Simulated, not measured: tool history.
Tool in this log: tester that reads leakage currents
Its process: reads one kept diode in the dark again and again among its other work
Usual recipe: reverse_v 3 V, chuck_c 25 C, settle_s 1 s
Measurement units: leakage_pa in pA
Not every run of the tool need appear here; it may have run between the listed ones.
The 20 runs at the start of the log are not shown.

{"run": 21, "hour": 3944.8, "reverse_v": 3, "chuck_c": 34, "settle_s": 0.64, "leakage_pa": 173.56}
{"hour": 3999.9, "done": "probe card cleaned and baked"}
{"run": 22, "hour": 4181.6, "reverse_v": 11.57, "chuck_c": 23, "settle_s": 7.14, "leakage_pa": 151.74}
{"run": 23, "hour": 4368.4, "reverse_v": 17.21, "chuck_c": 23, "settle_s": 7.14, "leakage_pa": 196.14}
{"run": 24, "hour": 4518.7, "reverse_v": 17.21, "chuck_c": 23, "settle_s": 7.14, "leakage_pa": 199.64}
{"run": 25, "hour": 4800.0, "reverse_v": 2.56, "chuck_c": 37, "settle_s": 0.54, "leakage_pa": 199.54}
{"run": 26, "hour": 4983.3, "reverse_v": 3.6, "chuck_c": 21, "settle_s": 2.11, "leakage_pa": 68.46}
{"run": 27, "hour": 5192.8, "reverse_v": 6.07, "chuck_c": 45, "settle_s": 1, "leakage_pa": 622.57}
{"hour": 5318.6, "done": "chuck's temperature calibrated"}
{"hour": 5388.5, "done": "probe card cleaned and baked"}
{"run": 28, "hour": 5486.0, "reverse_v": 7.68, "chuck_c": 45, "settle_s": 6.08, "leakage_pa": 657.85}
{"run": 29, "hour": 5628.7, "reverse_v": 7.68, "chuck_c": 45, "settle_s": 6.08, "leakage_pa": 659.49}
{"run": 30, "hour": 5857.6, "reverse_v": 6.07, "chuck_c": 23, "settle_s": 1.12, "leakage_pa": 102.4}
{"run": 31, "hour": 6115.7, "reverse_v": 19.73, "chuck_c": 31, "settle_s": 1.28, "leakage_pa": 404.77}
{"run": 32, "hour": 6356.9, "reverse_v": 18.54, "chuck_c": 25, "settle_s": 0.33, "leakage_pa": 263.35}
{"run": 33, "hour": 6633.3, "reverse_v": 18.54, "chuck_c": 25, "settle_s": 0.33, "leakage_pa": 271.42}

Expected results for the next run?
{"hour": 6771.6, "done": "probe card cleaned and baked"}
{"run": 34, "hour": 6816.1, "reverse_v": 5.55, "chuck_c": 25, "settle_s": 0.91, "leakage_pa": "?"}

leakage_pa: 114.36 pA
With the hidden condition absent and the run-to-run variation left alone, this run would have shown leakage_pa 111.4 pA.

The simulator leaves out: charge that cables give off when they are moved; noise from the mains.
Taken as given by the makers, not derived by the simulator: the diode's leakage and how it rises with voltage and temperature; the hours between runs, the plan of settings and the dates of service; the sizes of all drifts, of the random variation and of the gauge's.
